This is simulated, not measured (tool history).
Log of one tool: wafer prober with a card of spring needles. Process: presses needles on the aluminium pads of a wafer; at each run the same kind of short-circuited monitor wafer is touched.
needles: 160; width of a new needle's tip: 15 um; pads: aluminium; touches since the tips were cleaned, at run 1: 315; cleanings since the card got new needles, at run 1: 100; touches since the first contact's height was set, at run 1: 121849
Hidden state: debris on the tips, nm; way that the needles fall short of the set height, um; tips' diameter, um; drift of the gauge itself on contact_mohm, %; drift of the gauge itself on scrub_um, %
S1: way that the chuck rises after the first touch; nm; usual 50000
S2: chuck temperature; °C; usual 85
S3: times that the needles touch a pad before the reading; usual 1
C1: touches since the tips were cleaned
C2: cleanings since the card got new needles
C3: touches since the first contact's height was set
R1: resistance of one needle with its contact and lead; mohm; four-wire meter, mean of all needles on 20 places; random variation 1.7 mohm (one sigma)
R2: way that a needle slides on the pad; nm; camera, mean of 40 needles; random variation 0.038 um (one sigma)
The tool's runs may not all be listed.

run     day     S1  S2  S3    C1   C2      C3   R1     R2
  1   0.000  50000  85   1   315  100  121849  173   8200
      0.292  -- tips cleaned on abrasive film
      0.583  -- tips cleaned on abrasive film
      0.879  -- tips cleaned on abrasive film
      1.242  -- tips cleaned on abrasive film
      1.471  -- height of the first contact set anew
      1.546  -- tips cleaned on abrasive film
      1.838  -- tips cleaned on abrasive film
      2.204  -- tips cleaned on abrasive film
      2.496  -- tips cleaned on abrasive film
      2.788  -- tips cleaned on abrasive film
  2   3.071  50000  85   1  2238  109   12461  169   8220
      3.150  -- tips cleaned on abrasive film
      3.442  -- tips cleaned on abrasive film
      3.733  -- tips cleaned on abrasive film
      4.025  -- tips cleaned on abrasive film
      4.392  -- tips cleaned on abrasive film
      4.683  -- tips cleaned on abrasive film
      4.975  -- tips cleaned on abrasive film
      5.338  -- tips cleaned on abrasive film
      5.633  -- tips cleaned on abrasive film
  3   5.800  50000  85   1  1312  118   33650  170   8110
      5.946  -- tips cleaned on abrasive film
      6.312  -- tips cleaned on abrasive film
      6.675  -- tips cleaned on abrasive film
      6.967  -- tips cleaned on abrasive film
      7.288  -- tips cleaned on abrasive film
  4   7.288  50000  85   1     0  123   45236  170   8130
      7.654  -- tips cleaned on abrasive film
      7.946  -- tips cleaned on abrasive film
      8.238  -- tips cleaned on abrasive film
      8.604  -- tips cleaned on abrasive film
      8.967  -- tips cleaned on abrasive film
  5   9.217  50000  85   1  1982  128   60279  170   8180
      9.296  -- tips cleaned on abrasive film
      9.588  -- tips cleaned on abrasive film
      9.879  -- tips cleaned on abrasive film
     10.242  -- tips cleaned on abrasive film
     10.538  -- tips cleaned on abrasive film
     10.829  -- tips cleaned on abrasive film
     11.192  -- tips cleaned on abrasive film
     11.558  -- tips cleaned on abrasive film
     11.850  -- tips cleaned on abrasive film
     12.142  -- tips cleaned on abrasive film
  6  12.142  50000  85   2     0  138   82998  171   8220
     12.500  -- tips cleaned on abrasive film
     12.792  -- tips cleaned on abrasive film
     13.158  -- tips cleaned on abrasive film
     13.450  -- tips cleaned on abrasive film
     13.812  -- tips cleaned on abrasive film
     14.104  -- tips cleaned on abrasive film
     14.471  -- tips cleaned on abrasive film
     14.762  -- tips cleaned on abrasive film
     15.121  -- tips cleaned on abrasive film
  7  15.121  50000  85   2     0  147  106182  169   8190
     15.412  -- tips cleaned on abrasive film
     15.779  -- tips cleaned on abrasive film
     16.142  -- tips cleaned on abrasive film
     16.508  -- tips cleaned on abrasive film
     16.800  -- tips cleaned on abrasive film
     17.162  -- tips cleaned on abrasive film
     17.504  -- tips cleaned on abrasive film
  8  17.504  50000  85   2     0  154  124741  168   8200
     17.871  -- tips cleaned on abrasive film
     18.162  -- tips cleaned on abrasive film
     18.454  -- tips cleaned on abrasive film
     18.612  -- height of the first contact set anew
     18.833  -- tips cleaned on abrasive film
     19.125  -- tips cleaned on abrasive film
     19.438  -- tips cleaned on abrasive film
  9  19.438  50000  85   2     0  160    6407  170   8180
     19.800  -- tips cleaned on abrasive film
     20.092  -- tips cleaned on abrasive film
     20.458  -- tips cleaned on abrasive film
 10  20.675  50000  85   2  1718  163   16074  170   8190
     20.821  -- tips cleaned on abrasive film
     21.183  -- tips cleaned on abrasive film
     21.550  -- tips cleaned on abrasive film
     21.842  -- tips cleaned on abrasive film
     22.204  -- tips cleaned on abrasive film
     22.500  -- tips cleaned on abrasive film
     22.862  -- tips cleaned on abrasive film
     23.154  -- tips cleaned on abrasive film
     23.521  -- tips cleaned on abrasive film
 11  23.688  33000  94   2  1313  172   39507  179   5370
     23.833  -- tips cleaned on abrasive film
     24.125  -- tips cleaned on abrasive film
     24.492  -- tips cleaned on abrasive film
     24.854  -- tips cleaned on abrasive film
     25.221  -- tips cleaned on abrasive film
     25.583  -- tips cleaned on abrasive film
 12  25.604  40000  33   2   152  178   54426  164   6490
     25.896  -- tips cleaned on abrasive film
     26.262  -- tips cleaned on abrasive film
     26.625  -- tips cleaned on abrasive film
     26.992  -- tips cleaned on abrasive film
 13  27.100  66000  66   1   859  182   66076  161  10760
     27.321  -- tips cleaned on abrasive film
     27.683  -- tips cleaned on abrasive film
     27.975  -- tips cleaned on abrasive film
     28.342  -- tips cleaned on abrasive film
     28.675  -- tips cleaned on abrasive film
 14  28.675  50000  85   1     0  187   78324  172   8260
     28.967  -- tips cleaned on abrasive film
     29.329  -- tips cleaned on abrasive film
     29.621  -- tips cleaned on abrasive film
     29.988  -- tips cleaned on abrasive film
     30.279  -- tips cleaned on abrasive film
     30.646  -- tips cleaned on abrasive film
 15  30.762  30000  29   2   933  193   94590  167   4970
     30.983  -- tips cleaned on abrasive film
     31.275  -- tips cleaned on abrasive film
     31.642  -- tips cleaned on abrasive film
     32.004  -- tips cleaned on abrasive film
     32.367  -- tips cleaned on abrasive film
 16  32.404  30000  29   2   265  198  107350  163   4920
     32.696  -- tips cleaned on abrasive film
     33.058  -- tips cleaned on abrasive film
     33.425  -- tips cleaned on abrasive film
     33.788  -- tips cleaned on abrasive film
     34.079  -- tips cleaned on abrasive film
     34.446  -- tips cleaned on abrasive film
     34.738  -- tips cleaned on abrasive film
 17  34.858  60000  79   2   957  205  126481  168   9750
     35.079  -- tips cleaned on abrasive film
     35.371  -- tips cleaned on abrasive film
     35.662  -- tips cleaned on abrasive film
     35.750  -- height of the first contact set anew
     35.967  -- tips cleaned on abrasive film
     36.262  -- tips cleaned on abrasive film
     36.625  -- tips cleaned on abrasive film
     36.917  -- tips cleaned on abrasive film
     37.283  -- tips cleaned on abrasive film
     37.575  -- tips cleaned on abrasive film
 18  37.833  60000  79   2  2047  214   16245  173   9860
     37.912  -- tips cleaned on abrasive film
     38.204  -- tips cleaned on abrasive film
     38.567  -- tips cleaned on abrasive film
     38.933  -- tips cleaned on abrasive film
     39.296  -- tips cleaned on abrasive film
     39.588  -- tips cleaned on abrasive film
 19  39.854  60000  79   2  2089  220   31964  168   9860
     39.929  -- tips cleaned on abrasive film
     40.221  -- tips cleaned on abrasive film
     40.517  -- tips cleaned on abrasive film
     40.879  -- tips cleaned on abrasive film
     41.246  -- tips cleaned on abrasive film
     41.608  -- tips cleaned on abrasive film
     41.971  -- tips cleaned on abrasive film
 20  42.025  60000  79   2   422  227   48856  168   9760

Hidden state at the last listed run before each entry between runs and at the first one after, where it differs:
Between runs 1 and 2: tips cleaned on abrasive film (day 0.292); tips cleaned on abrasive film (day 0.583); tips cleaned on abrasive film (day 0.879); tips cleaned on abrasive film (day 1.242); height of the first contact set anew (day 1.471); tips cleaned on abrasive film (day 1.546); tips cleaned on abrasive film (day 1.838); tips cleaned on abrasive film (day 2.204); tips cleaned on abrasive film (day 2.496); tips cleaned on abrasive film (day 2.788)
  debris on the tips, nm: 0 -> 0.2; way that the needles fall short of the set height, um: 0.01 -> 0
Between runs 2 and 3: tips cleaned on abrasive film (day 3.150); tips cleaned on abrasive film (day 3.442); tips cleaned on abrasive film (day 3.733); tips cleaned on abrasive film (day 4.025); tips cleaned on abrasive film (day 4.392); tips cleaned on abrasive film (day 4.683); tips cleaned on abrasive film (day 4.975); tips cleaned on abrasive film (day 5.338); tips cleaned on abrasive film (day 5.633)
  debris on the tips, nm: 0.2 -> 0.1
Between runs 3 and 4: tips cleaned on abrasive film (day 5.946); tips cleaned on abrasive film (day 6.312); tips cleaned on abrasive film (day 6.675); tips cleaned on abrasive film (day 6.967); tips cleaned on abrasive film (day 7.288)
  debris on the tips, nm: 0.1 -> 0
Between runs 4 and 5: tips cleaned on abrasive film (day 7.654); tips cleaned on abrasive film (day 7.946); tips cleaned on abrasive film (day 8.238); tips cleaned on abrasive film (day 8.604); tips cleaned on abrasive film (day 8.967)
  debris on the tips, nm: 0 -> 0.1
Between runs 5 and 6: tips cleaned on abrasive film (day 9.296); tips cleaned on abrasive film (day 9.588); tips cleaned on abrasive film (day 9.879); tips cleaned on abrasive film (day 10.242); tips cleaned on abrasive film (day 10.538); tips cleaned on abrasive film (day 10.829); tips cleaned on abrasive film (day 11.192); tips cleaned on abrasive film (day 11.558); tips cleaned on abrasive film (day 11.850); tips cleaned on abrasive film (day 12.142)
  debris on the tips, nm: 0.1 -> 0; way that the needles fall short of the set height, um: 0 -> 0.01
Between runs 6 and 7: tips cleaned on abrasive film (day 12.500); tips cleaned on abrasive film (day 12.792); tips cleaned on abrasive film (day 13.158); tips cleaned on abrasive film (day 13.450); tips cleaned on abrasive film (day 13.812); tips cleaned on abrasive film (day 14.104); tips cleaned on abrasive film (day 14.471); tips cleaned on abrasive film (day 14.762); tips cleaned on abrasive film (day 15.121)
  no hidden state differs between the two runs
Between runs 7 and 8: tips cleaned on abrasive film (day 15.412); tips cleaned on abrasive film (day 15.779); tips cleaned on abrasive film (day 16.142); tips cleaned on abrasive film (day 16.508); tips cleaned on abrasive film (day 16.800); tips cleaned on abrasive film (day 17.162); tips cleaned on abrasive film (day 17.504)
  no hidden state differs between the two runs
Between runs 8 and 9: tips cleaned on abrasive film (day 17.871); tips cleaned on abrasive film (day 18.162); tips cleaned on abrasive film (day 18.454); height of the first contact set anew (day 18.612); tips cleaned on abrasive film (day 18.833); tips cleaned on abrasive film (day 19.125); tips cleaned on abrasive film (day 19.438)
  way that the needles fall short of the set height, um: 0.01 -> 0
Between runs 9 and 10: tips cleaned on abrasive film (day 19.800); tips cleaned on abrasive film (day 20.092); tips cleaned on abrasive film (day 20.458)
  debris on the tips, nm: 0 -> 0.1
Between runs 10 and 11: tips cleaned on abrasive film (day 20.821); tips cleaned on abrasive film (day 21.183); tips cleaned on abrasive film (day 21.550); tips cleaned on abrasive film (day 21.842); tips cleaned on abrasive film (day 22.204); tips cleaned on abrasive film (day 22.500); tips cleaned on abrasive film (day 22.862); tips cleaned on abrasive film (day 23.154); tips cleaned on abrasive film (day 23.521)
  no hidden state differs between the two runs
Between runs 11 and 12: tips cleaned on abrasive film (day 23.833); tips cleaned on abrasive film (day 24.125); tips cleaned on abrasive film (day 24.492); tips cleaned on abrasive film (day 24.854); tips cleaned on abrasive film (day 25.221); tips cleaned on abrasive film (day 25.583)
  debris on the tips, nm: 0.1 -> 0
Between runs 12 and 13: tips cleaned on abrasive film (day 25.896); tips cleaned on abrasive film (day 26.262); tips cleaned on abrasive film (day 26.625); tips cleaned on abrasive film (day 26.992)
  debris on the tips, nm: 0 -> 0.1
Between runs 13 and 14: tips cleaned on abrasive film (day 27.321); tips cleaned on abrasive film (day 27.683); tips cleaned on abrasive film (day 27.975); tips cleaned on abrasive film (day 28.342); tips cleaned on abrasive film (day 28.675)
  debris on the tips, nm: 0.1 -> 0; way that the needles fall short of the set height, um: 0 -> 0.01
Between runs 14 and 15: tips cleaned on abrasive film (day 28.967); tips cleaned on abrasive film (day 29.329); tips cleaned on abrasive film (day 29.621); tips cleaned on abrasive film (day 29.988); tips cleaned on abrasive film (day 30.279); tips cleaned on abrasive film (day 30.646)
  debris on the tips, nm: 0 -> 0.1
Between runs 15 and 16: tips cleaned on abrasive film (day 30.983); tips cleaned on abrasive film (day 31.275); tips cleaned on abrasive film (day 31.642); tips cleaned on abrasive film (day 32.004); tips cleaned on abrasive film (day 32.367)
  debris on the tips, nm: 0.1 -> 0
Between runs 16 and 17: tips cleaned on abrasive film (day 32.696); tips cleaned on abrasive film (day 33.058); tips cleaned on abrasive film (day 33.425); tips cleaned on abrasive film (day 33.788); tips cleaned on abrasive film (day 34.079); tips cleaned on abrasive film (day 34.446); tips cleaned on abrasive film (day 34.738)
  debris on the tips, nm: 0 -> 0.1
Between runs 17 and 18: tips cleaned on abrasive film (day 35.079); tips cleaned on abrasive film (day 35.371); tips cleaned on abrasive film (day 35.662); height of the first contact set anew (day 35.750); tips cleaned on abrasive film (day 35.967); tips cleaned on abrasive film (day 36.262); tips cleaned on abrasive film (day 36.625); tips cleaned on abrasive film (day 36.917); tips cleaned on abrasive film (day 37.283); tips cleaned on abrasive film (day 37.575)
  way that the needles fall short of the set height, um: 0.01 -> 0
Between runs 18 and 19: tips cleaned on abrasive film (day 37.912); tips cleaned on abrasive film (day 38.204); tips cleaned on abrasive film (day 38.567); tips cleaned on abrasive film (day 38.933); tips cleaned on abrasive film (day 39.296); tips cleaned on abrasive film (day 39.588)
  no hidden state differs between the two runs
Between runs 19 and 20: tips cleaned on abrasive film (day 39.929); tips cleaned on abrasive film (day 40.221); tips cleaned on abrasive film (day 40.517); tips cleaned on abrasive film (day 40.879); tips cleaned on abrasive film (day 41.246); tips cleaned on abrasive film (day 41.608); tips cleaned on abrasive film (day 41.971)
  no hidden state differs between the two runs
